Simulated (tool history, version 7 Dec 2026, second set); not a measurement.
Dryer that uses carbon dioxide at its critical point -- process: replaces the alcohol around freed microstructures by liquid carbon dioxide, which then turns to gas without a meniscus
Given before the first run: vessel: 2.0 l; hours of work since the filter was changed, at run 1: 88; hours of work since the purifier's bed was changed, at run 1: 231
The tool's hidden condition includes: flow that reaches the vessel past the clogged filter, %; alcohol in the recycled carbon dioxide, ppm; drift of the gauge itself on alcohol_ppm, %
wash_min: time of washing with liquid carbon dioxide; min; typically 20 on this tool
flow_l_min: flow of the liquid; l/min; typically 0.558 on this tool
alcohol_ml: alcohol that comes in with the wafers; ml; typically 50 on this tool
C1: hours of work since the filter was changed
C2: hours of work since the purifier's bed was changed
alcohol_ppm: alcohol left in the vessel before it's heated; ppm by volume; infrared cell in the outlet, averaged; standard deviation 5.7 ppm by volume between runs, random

{"run": 1, "hour": 0.0, "wash_min": 20, "flow_l_min": 0.558, "alcohol_ml": 50, "C1": 88, "C2": 231, "alcohol_ppm": 236}
{"run": 2, "hour": 10.9, "wash_min": 20, "flow_l_min": 0.558, "alcohol_ml": 50, "C1": 94, "C2": 238, "alcohol_ppm": 241}
{"run": 3, "hour": 20.4, "wash_min": 20, "flow_l_min": 0.558, "alcohol_ml": 50, "C1": 100, "C2": 244, "alcohol_ppm": 246}
{"run": 4, "hour": 34.7, "wash_min": 20, "flow_l_min": 0.558, "alcohol_ml": 50, "C1": 109, "C2": 253, "alcohol_ppm": 245}
{"run": 5, "hour": 49.3, "wash_min": 20, "flow_l_min": 0.558, "alcohol_ml": 50, "C1": 119, "C2": 262, "alcohol_ppm": 259}
{"run": 6, "hour": 64.7, "wash_min": 20, "flow_l_min": 0.558, "alcohol_ml": 50, "C1": 128, "C2": 271, "alcohol_ppm": 249}
{"run": 7, "hour": 77.2, "wash_min": 20, "flow_l_min": 0.458, "alcohol_ml": 50, "C1": 136, "C2": 279, "alcohol_ppm": 546}
{"run": 8, "hour": 84.9, "wash_min": 20, "flow_l_min": 0.458, "alcohol_ml": 50, "C1": 141, "C2": 284, "alcohol_ppm": 544}
{"run": 9, "hour": 99.2, "wash_min": 20, "flow_l_min": 0.558, "alcohol_ml": 47, "C1": 150, "C2": 293, "alcohol_ppm": 249}
{"run": 10, "hour": 108.6, "wash_min": 20, "flow_l_min": 0.336, "alcohol_ml": 47, "C1": 156, "C2": 299, "alcohol_ppm": 1405}
{"run": 11, "hour": 119.2, "wash_min": 20, "flow_l_min": 0.558, "alcohol_ml": 50, "C1": 162, "C2": 305, "alcohol_ppm": 262}
{"run": 12, "hour": 134.2, "wash_min": 20, "flow_l_min": 0.558, "alcohol_ml": 50, "C1": 172, "C2": 315, "alcohol_ppm": 270}
{"run": 13, "hour": 143.3, "wash_min": 20, "flow_l_min": 0.558, "alcohol_ml": 50, "C1": 177, "C2": 321, "alcohol_ppm": 275}
{"run": 14, "hour": 150.6, "wash_min": 20, "flow_l_min": 0.558, "alcohol_ml": 21, "C1": 182, "C2": 325, "alcohol_ppm": 129}
{"run": 15, "hour": 166.9, "wash_min": 20, "flow_l_min": 0.558, "alcohol_ml": 50, "C1": 192, "C2": 335, "alcohol_ppm": 285}
{"run": 16, "hour": 180.6, "wash_min": 20, "flow_l_min": 0.558, "alcohol_ml": 50, "C1": 201, "C2": 344, "alcohol_ppm": 280}
{"run": 17, "hour": 193.3, "wash_min": 20, "flow_l_min": 0.558, "alcohol_ml": 50, "C1": 209, "C2": 352, "alcohol_ppm": 286}
{"run": 18, "hour": 205.6, "wash_min": 20, "flow_l_min": 0.558, "alcohol_ml": 50, "C1": 216, "C2": 359, "alcohol_ppm": 288}
{"run": 19, "hour": 219.5, "wash_min": 20, "flow_l_min": 0.558, "alcohol_ml": 25, "C1": 225, "C2": 368, "alcohol_ppm": 158}
{"run": 20, "hour": 235.1, "wash_min": 20, "flow_l_min": 0.558, "alcohol_ml": 25, "C1": 235, "C2": 378, "alcohol_ppm": 170}
{"run": 21, "hour": 246.3, "wash_min": 19, "flow_l_min": 0.484, "alcohol_ml": 50, "C1": 242, "C2": 385, "alcohol_ppm": 611}
{"run": 22, "hour": 260.0, "wash_min": 29, "flow_l_min": 0.356, "alcohol_ml": 50, "C1": 250, "C2": 394, "alcohol_ppm": 397}
{"run": 23, "hour": 267.6, "wash_min": 29, "flow_l_min": 0.462, "alcohol_ml": 65, "C1": 255, "C2": 398, "alcohol_ppm": 178}
{"run": 24, "hour": 275.0, "wash_min": 26, "flow_l_min": 0.563, "alcohol_ml": 71, "C1": 260, "C2": 403, "alcohol_ppm": 136}
{"run": 25, "hour": 291.8, "wash_min": 20, "flow_l_min": 0.558, "alcohol_ml": 27, "C1": 270, "C2": 413, "alcohol_ppm": 195}
{"run": 26, "hour": 305.7, "wash_min": 20, "flow_l_min": 0.558, "alcohol_ml": 27, "C1": 279, "C2": 422, "alcohol_ppm": 194}
{"run": 27, "hour": 313.4, "wash_min": 13, "flow_l_min": 0.388, "alcohol_ml": 24, "C1": 284, "C2": 427, "alcohol_ppm": 1557}
{"run": 28, "hour": 328.0, "wash_min": 12, "flow_l_min": 0.927, "alcohol_ml": 24, "C1": 293, "C2": 436, "alcohol_ppm": 191}
{"run": 29, "hour": 344.2, "wash_min": 24, "flow_l_min": 0.438, "alcohol_ml": 111, "C1": 303, "C2": 446, "alcohol_ppm": 856}
{"run": 30, "hour": 357.4, "wash_min": 24, "flow_l_min": 0.438, "alcohol_ml": 111, "C1": 311, "C2": 455, "alcohol_ppm": 878}
{"run": 31, "hour": 372.0, "wash_min": 24, "flow_l_min": 0.442, "alcohol_ml": 84, "C1": 320, "C2": 464, "alcohol_ppm": 640}

Here are 4 independent what-if runs from the current tool condition. What would each one return?
{"run": "A", "hour": 384.8, "wash_min": 24, "flow_l_min": 0.766, "alcohol_ml": 84, "C1": 328, "C2": 472, "alcohol_ppm": "?"}
{"run": "B", "hour": 384.8, "wash_min": 20, "flow_l_min": 0.342, "alcohol_ml": 50, "C1": 328, "C2": 472, "alcohol_ppm": "?"}
{"run": "C", "hour": 384.8, "wash_min": 21, "flow_l_min": 0.558, "alcohol_ml": 50, "C1": 328, "C2": 472, "alcohol_ppm": "?"}
{"run": "D", "hour": 384.8, "wash_min": 20, "flow_l_min": 0.558, "alcohol_ml": 40, "C1": 328, "C2": 472, "alcohol_ppm": "?"}

run=A alcohol_ppm=87
run=B alcohol_ppm=1685
run=C alcohol_ppm=287
run=D alcohol_ppm=299
Without the tool's hidden state the same runs would have given:
run=A alcohol_ppm=20
run=B alcohol_ppm=1192
run=C alcohol_ppm=143
run=D alcohol_ppm=155
